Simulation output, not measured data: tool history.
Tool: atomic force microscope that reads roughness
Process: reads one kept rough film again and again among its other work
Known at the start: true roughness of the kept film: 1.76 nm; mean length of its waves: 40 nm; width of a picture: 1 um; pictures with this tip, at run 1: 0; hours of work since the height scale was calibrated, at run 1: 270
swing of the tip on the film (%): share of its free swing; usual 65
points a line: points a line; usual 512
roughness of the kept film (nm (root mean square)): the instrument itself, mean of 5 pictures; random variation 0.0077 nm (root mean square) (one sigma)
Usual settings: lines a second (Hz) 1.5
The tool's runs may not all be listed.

run	day	lines a second (Hz)	swing of the tip on the film (%)	points a line	pictures with this tip	hours of work since the height scale was calibrated	roughness of the kept film (nm (root mean square))
1	0	1.5	65	512	0	270	1.629
2	0.829	1.5	65	512	37	283	1.62
3	1.525	2.76	65	512	68	294	1.542
4	2.571	2.76	65	512	115	311	1.526
5	3.558	1.5	65	849	159	326	1.553
6	4.679	1.5	82	512	210	343	1.434
# day 5.117: new tip fitted
7	5.342	1.5	82	512	10	353	1.531
8	6.371	1.5	82	512	57	369	1.505
9	7.092	0.83	67	753	89	381	1.633
# day 7.221: height scale calibrated on a step standard
10	8.162	2.77	65	291	135	15	1.489
11	8.696	2.77	65	291	159	23	1.488
12	9.95	2.77	65	291	216	43	1.471
# day 10.233: new tip fitted
13	10.738	2.77	70	677	23	54	1.531
14	11.633	1.5	63	512	63	68	1.595

Hidden state at the last listed run before each entry between runs and at the first one after, where it differs:
Between runs 6 and 7: new tip fitted (day 5.117)
  radius of the tip, nm: 21.1 -> 6; height scale over the true one, %: -0.51 -> -0.53
  measured less the result without the state, roughness of the kept film (nm (root mean square)): -0.107 -> -0.014
Between runs 9 and 10: height scale calibrated on a step standard (day 7.221)
  radius of the tip, nm: 12 -> 15.3; height scale over the true one, %: -0.57 -> -0.9
  measured less the result without the state, roughness of the kept film (nm (root mean square)): -0.058 -> -0.079
Between runs 12 and 13: new tip fitted (day 10.233)
  radius of the tip, nm: 21.2 -> 7.2; height scale over the true one, %: -0.94 -> -0.96
  measured less the result without the state, roughness of the kept film (nm (root mean square)): -0.115 -> -0.029
